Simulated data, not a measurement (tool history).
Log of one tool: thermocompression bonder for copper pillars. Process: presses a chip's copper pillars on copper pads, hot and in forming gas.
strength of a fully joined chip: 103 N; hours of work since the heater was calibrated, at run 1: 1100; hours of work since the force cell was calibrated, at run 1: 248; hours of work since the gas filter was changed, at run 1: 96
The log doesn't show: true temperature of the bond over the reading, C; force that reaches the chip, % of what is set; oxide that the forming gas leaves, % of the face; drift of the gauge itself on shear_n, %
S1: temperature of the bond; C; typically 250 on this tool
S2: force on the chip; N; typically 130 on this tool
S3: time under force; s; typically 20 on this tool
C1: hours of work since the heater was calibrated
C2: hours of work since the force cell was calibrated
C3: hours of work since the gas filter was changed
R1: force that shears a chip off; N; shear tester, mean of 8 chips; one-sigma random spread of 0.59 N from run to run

{"run": 1, "hour": 0.0, "S1": 250, "S2": 130, "S3": 20, "C1": 1100, "C2": 248, "C3": 96, "R1": 51.7}
{"run": 2, "hour": 53.8, "S1": 250, "S2": 130, "S3": 20, "C1": 1133, "C2": 281, "C3": 128, "R1": 51.1}
{"run": 3, "hour": 137.1, "S1": 253, "S2": 130, "S3": 20, "C1": 1184, "C2": 332, "C3": 179, "R1": 53.0}
{"run": 4, "hour": 196.5, "S1": 253, "S2": 106, "S3": 20, "C1": 1220, "C2": 368, "C3": 215, "R1": 43.9}
{"run": 5, "hour": 259.6, "S1": 253, "S2": 106, "S3": 26, "C1": 1258, "C2": 406, "C3": 254, "R1": 47.6}
{"run": 6, "hour": 313.0, "S1": 276, "S2": 130, "S3": 20, "C1": 1291, "C2": 439, "C3": 286, "R1": 67.9}
{"run": 7, "hour": 380.1, "S1": 276, "S2": 130, "S3": 20, "C1": 1332, "C2": 480, "C3": 327, "R1": 67.1}
{"run": 8, "hour": 423.9, "S1": 250, "S2": 130, "S3": 20, "C1": 1358, "C2": 506, "C3": 353, "R1": 47.5}
{"run": 9, "hour": 484.8, "S1": 250, "S2": 130, "S3": 20, "C1": 1395, "C2": 543, "C3": 391, "R1": 46.9}
{"hour": 520.0, "done": "forming gas filter changed"}
{"run": 10, "hour": 551.9, "S1": 234, "S2": 130, "S3": 20, "C1": 1436, "C2": 584, "C3": 19, "R1": 37.8}
{"hour": 619.9, "done": "heater calibrated with a thermocouple chip"}
{"run": 11, "hour": 630.6, "S1": 250, "S2": 130, "S3": 11, "C1": 6, "C2": 630, "C3": 66, "R1": 44.0}
{"run": 12, "hour": 669.6, "S1": 250, "S2": 130, "S3": 11, "C1": 30, "C2": 654, "C3": 90, "R1": 44.5}
{"run": 13, "hour": 747.9, "S1": 271, "S2": 130, "S3": 20, "C1": 78, "C2": 702, "C3": 137, "R1": 69.4}
{"run": 14, "hour": 809.6, "S1": 271, "S2": 89, "S3": 20, "C1": 115, "C2": 739, "C3": 175, "R1": 53.5}
{"run": 15, "hour": 859.1, "S1": 271, "S2": 89, "S3": 20, "C1": 146, "C2": 770, "C3": 205, "R1": 52.2}
{"run": 16, "hour": 932.8, "S1": 271, "S2": 89, "S3": 45, "C1": 190, "C2": 814, "C3": 250, "R1": 66.6}
{"run": 17, "hour": 989.8, "S1": 233, "S2": 130, "S3": 20, "C1": 225, "C2": 849, "C3": 285, "R1": 38.5}
{"hour": 999.9, "done": "force cell calibrated"}
{"run": 18, "hour": 1070.4, "S1": 251, "S2": 130, "S3": 46, "C1": 273, "C2": 43, "C3": 333, "R1": 65.7}
{"run": 19, "hour": 1123.5, "S1": 251, "S2": 130, "S3": 46, "C1": 306, "C2": 75, "C3": 365, "R1": 64.3}
{"hour": 1141.3, "done": "force cell calibrated, once more"}
{"run": 20, "hour": 1172.0, "S1": 251, "S2": 130, "S3": 46, "C1": 334, "C2": 19, "C3": 394, "R1": 65.3}
{"hour": 1199.7, "done": "forming gas filter changed"}
{"run": 21, "hour": 1250.5, "S1": 251, "S2": 130, "S3": 46, "C1": 382, "C2": 66, "C3": 31, "R1": 69.8}
{"run": 22, "hour": 1298.5, "S1": 228, "S2": 91, "S3": 46, "C1": 411, "C2": 95, "C3": 60, "R1": 36.8}
{"run": 23, "hour": 1378.0, "S1": 250, "S2": 98, "S3": 20, "C1": 459, "C2": 144, "C3": 108, "R1": 42.7}
{"run": 24, "hour": 1456.6, "S1": 253, "S2": 184, "S3": 47, "C1": 507, "C2": 191, "C3": 156, "R1": 83.7}
{"run": 25, "hour": 1520.6, "S1": 253, "S2": 94, "S3": 47, "C1": 546, "C2": 230, "C3": 195, "R1": 55.5}
{"run": 26, "hour": 1611.2, "S1": 250, "S2": 79, "S3": 18, "C1": 601, "C2": 286, "C3": 250, "R1": 31.9}
{"run": 27, "hour": 1698.7, "S1": 250, "S2": 79, "S3": 18, "C1": 654, "C2": 339, "C3": 304, "R1": 30.7}
{"run": 28, "hour": 1777.3, "S1": 250, "S2": 130, "S3": 17, "C1": 702, "C2": 387, "C3": 351, "R1": 45.8}
{"run": 29, "hour": 1840.8, "S1": 250, "S2": 130, "S3": 17, "C1": 741, "C2": 425, "C3": 390, "R1": 45.3}
{"hour": 1878.3, "done": "forming gas filter changed"}
{"run": 30, "hour": 1903.1, "S1": 250, "S2": 130, "S3": 17, "C1": 778, "C2": 463, "C3": 15, "R1": 48.8}
{"run": 31, "hour": 1954.8, "S1": 243, "S2": 130, "S3": 18, "C1": 810, "C2": 494, "C3": 47, "R1": 45.2}
{"run": 32, "hour": 2006.8, "S1": 250, "S2": 87, "S3": 20, "C1": 841, "C2": 526, "C3": 78, "R1": 35.0}
{"run": 33, "hour": 2058.0, "S1": 251, "S2": 130, "S3": 25, "C1": 873, "C2": 557, "C3": 109, "R1": 55.5}
{"run": 34, "hour": 2146.6, "S1": 251, "S2": 130, "S3": 33, "C1": 926, "C2": 611, "C3": 163, "R1": 59.3}

4 ways to go on from here, each from the tool as it stands after run 34. What would each give?
{"run": "A", "hour": 2195.3, "S1": 246, "S2": 130, "S3": 47, "C1": 956, "C2": 641, "C3": 193, "R1": "?"}
{"run": "B", "hour": 2195.3, "S1": 248, "S2": 172, "S3": 12, "C1": 956, "C2": 641, "C3": 193, "R1": "?"}
{"run": "C", "hour": 2195.3, "S1": 222, "S2": 130, "S3": 49, "C1": 956, "C2": 641, "C3": 193, "R1": "?"}
{"run": "D", "hour": 2195.3, "S1": 234, "S2": 130, "S3": 13, "C1": 956, "C2": 641, "C3": 193, "R1": "?"}

run=A R1=60.9
run=B R1=50.2
run=C R1=42.2
run=D R1=31.2
Take away the tool's hidden state, keep each run's random variation, and the runs would have read:
run=A R1=69.8
run=B R1=58.5
run=C R1=50.2
run=D R1=37.6
